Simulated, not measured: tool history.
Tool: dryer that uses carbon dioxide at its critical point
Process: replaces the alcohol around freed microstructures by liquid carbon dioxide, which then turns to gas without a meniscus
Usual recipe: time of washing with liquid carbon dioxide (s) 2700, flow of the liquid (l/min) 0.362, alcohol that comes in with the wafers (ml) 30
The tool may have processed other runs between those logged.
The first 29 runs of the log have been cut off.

run	hour	time of washing with liquid carbon dioxide (s)	flow of the liquid (l/min)	alcohol that comes in with the wafers (ml)	hours of work since the filter was changed	hours of work since the purifier's bed was changed	alcohol left in the vessel before it's heated (ppm by volume)
30	1013.5	2700	0.472	83	63	270	68
31	1044.6	1680	0.559	75	85	292	114
32	1079.5	1680	0.559	75	110	317	121
33	1118.5	1680	0.559	75	139	345	133
34	1155.3	1680	0.559	75	165	372	146
35	1189.6	1680	0.559	75	190	397	139
36	1233.7	1680	0.559	75	222	429	155
37	1258.2	3720	0.438	82	240	446	100
38	1299.7	2460	0.271	82	270	476	575
39	1331.2	2280	0.574	82	292	499	120
40	1352.1	3300	0.574	74	308	514	107
41	1380.1	2040	0.522	32	328	535	117
42	1419.3	3540	0.409	31	356	563	119
43	1446.4	3540	0.29	59	376	583	159
44	1485.2	3540	0.29	59	404	611	161
45	1513.1	2700	0.23	72	424	631	755
46	1546.8	2640	0.442	66	448	655	150
47	1592.6	4080	0.601	36	481	688	145

Below are 3 alternative next runs, each starting from the tool's condition after run 47. Predict each:
# hour 1625.3: inlet filter changed
A	1637.2	4080	0.601	41	9	720	?
# hour 1625.3: inlet filter changed
B	1637.2	4080	0.601	100	9	720	?
# hour 1625.3: inlet filter changed
C	1637.2	3960	0.477	30	9	720	?

run	alcohol left in the vessel before it's heated (ppm by volume)
A	156
B	149
C	153
What these runs would have given with no unlogged condition in the tool:
run	alcohol left in the vessel before it's heated (ppm by volume)
A	11
B	1
C	5

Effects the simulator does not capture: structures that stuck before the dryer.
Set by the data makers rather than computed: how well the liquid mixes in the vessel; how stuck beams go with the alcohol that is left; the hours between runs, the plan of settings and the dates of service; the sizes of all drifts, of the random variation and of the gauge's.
